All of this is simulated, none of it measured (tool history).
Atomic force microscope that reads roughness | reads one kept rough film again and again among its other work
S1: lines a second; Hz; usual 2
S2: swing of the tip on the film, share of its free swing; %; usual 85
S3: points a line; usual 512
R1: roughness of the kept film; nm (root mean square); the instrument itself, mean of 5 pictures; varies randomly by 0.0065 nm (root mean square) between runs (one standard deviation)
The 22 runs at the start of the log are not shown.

{"run": 23, "hour": 726.6, "S1": 0.64, "S2": 81, "S3": 666, "R1": 1.462}
{"run": 24, "hour": 755.6, "S1": 3.42, "S2": 58, "S3": 666, "R1": 1.436}
{"hour": 763.0, "done": "new tip fitted"}
{"run": 25, "hour": 793.7, "S1": 3.42, "S2": 58, "S3": 666, "R1": 1.442}
{"run": 26, "hour": 817.9, "S1": 0.57, "S2": 65, "S3": 338, "R1": 1.506}
{"run": 27, "hour": 856.5, "S1": 2.52, "S2": 69, "S3": 870, "R1": 1.385}
{"run": 28, "hour": 895.1, "S1": 2.52, "S2": 69, "S3": 870, "R1": 1.381}
{"hour": 916.8, "done": "new tip fitted"}
{"run": 29, "hour": 928.2, "S1": 0.58, "S2": 69, "S3": 870, "R1": 1.51}
{"run": 30, "hour": 950.4, "S1": 1.76, "S2": 59, "S3": 551, "R1": 1.477}
{"run": 31, "hour": 993.3, "S1": 2.42, "S2": 85, "S3": 512, "R1": 1.224}

Run 32 comes next. What will it give?
{"run": 32, "hour": 1031.7, "S1": 0.56, "S2": 85, "S3": 267, "R1": "?"}

Run 32 came out at R1 1.444 nm (root mean square).
Minus the tool's unlogged condition, the same run would have read R1 1.447 nm (root mean square).
